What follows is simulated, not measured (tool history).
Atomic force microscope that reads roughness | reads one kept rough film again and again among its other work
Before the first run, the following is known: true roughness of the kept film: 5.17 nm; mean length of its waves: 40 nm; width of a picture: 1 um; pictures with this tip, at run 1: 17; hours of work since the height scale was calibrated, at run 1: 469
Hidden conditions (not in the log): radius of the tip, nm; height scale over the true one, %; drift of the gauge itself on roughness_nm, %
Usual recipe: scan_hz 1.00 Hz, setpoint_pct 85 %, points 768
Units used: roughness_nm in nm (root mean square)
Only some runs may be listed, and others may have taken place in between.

run,hour,scan_hz,setpoint_pct,points,pictures with this tip,hours of work since the height scale was calibrated,roughness_nm
1,0.0,1.00,85,768,17,469,4.182
2,26.5,1.00,78,768,37,480,4.187
3,56.1,1.00,85,768,59,493,3.940
4,84.7,1.00,66,768,80,505,4.047
5,99.4,1.00,66,768,91,512,3.989
6,122.9,1.00,85,810,109,522,3.645
# hour 125.9: new tip fitted
7,152.8,1.00,85,810,20,534,4.152
8,174.6,1.00,70,810,36,544,4.348
9,203.9,1.00,70,810,58,556,4.177
10,216.8,1.00,70,810,68,562,4.091
11,231.9,1.00,70,810,79,569,4.023
12,251.5,1.00,55,768,94,577,4.053
13,271.0,1.00,55,768,108,585,3.949
# hour 274.5: new tip fitted
14,285.4,1.00,55,768,8,591,4.668
15,298.5,1.00,55,768,18,597,4.587
16,319.4,2.87,69,957,33,606,3.994
17,334.4,2.23,84,350,45,612,3.563
18,361.5,3.71,58,768,65,624,3.973
19,387.5,0.55,58,325,84,635,4.124
# hour 390.1: height scale calibrated on a step standard
20,413.8,0.55,58,325,103,10,4.024
# hour 425.4: new tip fitted
21,434.2,0.55,58,325,6,19,4.747
22,454.4,1.47,56,556,21,27,4.577
23,468.9,1.00,85,344,32,34,4.115
24,487.6,1.42,64,258,46,42,4.263
25,505.8,0.81,71,302,60,50,4.172
26,529.0,3.67,73,358,77,60,3.471
# hour 543.1: height scale calibrated on a step standard, once more
27,552.2,1.00,85,768,94,4,3.742
28,572.9,1.00,74,960,109,13,3.791
# hour 576.0: new tip fitted
29,592.1,0.77,85,768,13,21,4.357
30,617.0,0.71,74,628,31,32,4.353

Each row is a separate what-if for the run after 30, all from the same tool condition, not one after another. Results?
A,632.9,1.31,85,768,43,38,?
B,632.9,1.00,89,768,43,38,?
C,632.9,1.63,59,906,43,38,?

run,roughness_nm
A,3.894
B,3.941
C,4.323
Had the tool no hidden state, the same runs would have come out as:
run,roughness_nm
A,4.205
B,4.254
C,4.668
